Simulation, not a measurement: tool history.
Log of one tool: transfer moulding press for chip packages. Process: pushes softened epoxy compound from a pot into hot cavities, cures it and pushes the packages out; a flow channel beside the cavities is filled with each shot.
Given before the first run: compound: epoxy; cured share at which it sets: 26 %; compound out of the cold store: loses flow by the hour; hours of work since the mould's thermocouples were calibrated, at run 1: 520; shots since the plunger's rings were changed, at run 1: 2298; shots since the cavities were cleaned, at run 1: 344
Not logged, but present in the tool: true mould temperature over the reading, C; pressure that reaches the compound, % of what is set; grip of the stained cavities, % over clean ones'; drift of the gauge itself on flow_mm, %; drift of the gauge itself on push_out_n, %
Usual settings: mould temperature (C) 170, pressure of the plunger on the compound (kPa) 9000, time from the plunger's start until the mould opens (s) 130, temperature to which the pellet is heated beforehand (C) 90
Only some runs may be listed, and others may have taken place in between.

run,day,mould temperature (C),pressure of the plunger on the compound (kPa),time from the plunger's start until the mould opens (s),temperature to which the pellet is heated beforehand (C),hours of work since the mould's thermocouples were calibrated,shots since the plunger's rings were changed,shots since the cavities were cleaned,incoming compound's hours out of the cold store,length that the compound runs in the flow channel (mm),greatest force on the pins that push the packages out (N)
1,0.000,170,9000,130,90,520,2298,344,42.5,618,482
2,0.604,170,9000,130,90,531,2444,490,29.2,674,512
# day 1.146: cavities cleaned with cleaning compound and waxed
3,1.262,178,9000,130,90,541,2589,28,25.6,674,386
4,1.954,170,9000,130,90,553,2757,196,19.5,718,458
5,2.521,170,9000,130,90,563,2894,333,40.9,619,466
6,3.546,170,9000,130,90,580,3143,582,18.6,716,530
# day 3.729: cavities cleaned with cleaning compound and waxed
7,4.521,174,9000,130,90,596,3364,192,18.8,706,439
# day 5.442: plunger's sealing rings changed
8,5.592,174,9000,130,90,613,36,426,17.5,737,485
9,6.296,170,9000,130,87,625,206,596,29.3,688,546
# day 6.404: cavities cleaned with cleaning compound and waxed
10,7.412,170,9000,130,87,643,462,244,13.6,764,469
11,7.938,164,9000,130,88,652,590,372,10.5,794,605
12,8.588,169,7110,143,88,663,747,529,42.5,558,489
# day 8.962: cavities cleaned with cleaning compound and waxed
# day 9.246: mould's thermocouples calibrated
13,9.346,170,7320,130,90,2,896,73,8.5,714,444
14,10.112,163,6860,137,96,15,1081,258,42.3,557,567
15,10.662,163,6860,137,96,24,1215,392,12.6,682,649
# day 11.650: cavities cleaned with cleaning compound and waxed
16,11.825,163,7330,137,98,43,1482,42,44.0,568,485
17,12.533,163,10510,129,98,56,1653,213,27.6,758,631
18,13.342,175,10400,144,95,69,1849,409,24.6,740,477

Below are 5 alternative next runs, each starting from the tool's condition after run 18. Predict each:
# day 14.200: cavities cleaned with cleaning compound and waxed
A,14.396,175,10250,144,83,87,2090,48,44.3,?,?
# day 14.200: cavities cleaned with cleaning compound and waxed
B,14.396,163,10700,144,98,87,2090,48,11.1,?,?
# day 14.200: cavities cleaned with cleaning compound and waxed
C,14.396,163,10400,165,85,87,2090,48,46.0,?,?
# day 14.200: cavities cleaned with cleaning compound and waxed
D,14.396,168,9300,144,95,87,2090,48,40.6,?,?
# day 14.200: cavities cleaned with cleaning compound and waxed
E,14.396,173,10400,131,99,87,2090,48,42.4,?,?

run,length that the compound runs in the flow channel (mm),greatest force on the pins that push the packages out (N)
A,642,410
B,848,492
C,663,424
D,636,417
E,655,409
What these runs would have given with no unlogged condition in the tool:
run,length that the compound runs in the flow channel (mm),greatest force on the pins that push the packages out (N)
A,664,383
B,877,470
C,686,399
D,658,392
E,677,383
